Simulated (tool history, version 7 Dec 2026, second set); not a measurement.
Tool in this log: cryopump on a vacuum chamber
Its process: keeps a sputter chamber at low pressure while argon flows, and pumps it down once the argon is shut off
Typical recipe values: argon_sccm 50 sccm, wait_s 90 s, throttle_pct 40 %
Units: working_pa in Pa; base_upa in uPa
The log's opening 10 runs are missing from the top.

run   hour  argon_sccm  wait_s  throttle_pct  hours of work since the pump was warmed up and emptied  hours of work since the cold head was overhauled  hours of work since the chamber's fittings were tightened  working_pa  base_upa
 11  132.7          50      90            40                                                     559                                               559                                                       2197      0.0955      1.83
 12  144.3          50      90            40                                                     567                                               567                                                       2205      0.0965      1.81
 13  159.2          23      90            40                                                     576                                               576                                                       2214      0.0438      1.86
 14  178.5          23      90            40                                                     589                                               589                                                       2227      0.0439      1.89
 15  197.9          50      90            16                                                     602                                               602                                                       2240      0.2327      1.89
 16  216.6          50      90            16                                                     614                                               614                                                       2252      0.2343      1.87
 17  231.7          50      90            16                                                     624                                               624                                                       2262      0.2311      1.95
 18  245.4          57      90            42                                                     633                                               633                                                       2271      0.1056      1.94
 19    254          57      90            42                                                     639                                               639                                                       2277      0.1066      1.92
 20  263.5          57      82            52                                                     645                                               645                                                       2283      0.0884      1.94
 21  277.4          43      37            49                                                     654                                               654                                                       2292      0.0693      2.39
 22  289.4          78     147            36                                                     662                                               662                                                       2300      0.1692      1.86
 23  301.9          25     147            22                                                     670                                               670                                                       2308      0.0854      1.78
 24    315          26      41            54                                                     679                                               679                                                       2317      0.0394      2.32
 25  324.2          50     191            50                                                     685                                               685                                                       2323      0.0804      1.81
 26  334.3          81      24            21                                                     691                                               691                                                       2329      0.2904      2.82
 27  349.2          82      71            20                                                     701                                               701                                                       2339      0.3075      2.02
 28  357.3          32      71            18                                                     707                                               707                                                       2345      0.1331      2.06
 29  373.9          64      90            38                                                     717                                               717                                                       2355      0.1325      2.01
 30  387.8          82      39            16                                                     727                                               727                                                       2365      0.3821       2.4
 31  402.8          82      39            16                                                     736                                               736                                                       2374      0.3809      2.38
 32    412          82      39            16                                                     742                                               742                                                       2380      0.3843      2.46
 33  427.4          23      20            17                                                     753                                               753                                                       2391      0.1006      3.02

5 ways to go on from here, each from the tool as it stands after run 33. What would each give?
  A   439          62      57            21                                                     760                                               760                                                       2398           ?         ?
  B   439          87      90            40                                                     760                                               760                                                       2398           ?         ?
  C   439          50      96            40                                                     760                                               760                                                       2398           ?         ?
  D   439          23      20            33                                                     760                                               760                                                       2398           ?         ?
  E   439          51     113            17                                                     760                                               760                                                       2398           ?         ?

run  working_pa  base_upa
  A      0.2245      2.28
  B       0.173      2.08
  C      0.0999      2.06
  D      0.0551      3.18
  E      0.2228      1.99
Stripped of hidden state, with their random variation kept, the same runs would have yielded:
run  working_pa  base_upa
  A      0.2127       0.6
  B      0.1564      0.44
  C      0.0903      0.41
  D      0.0507      1.52
  E      0.2132      0.35
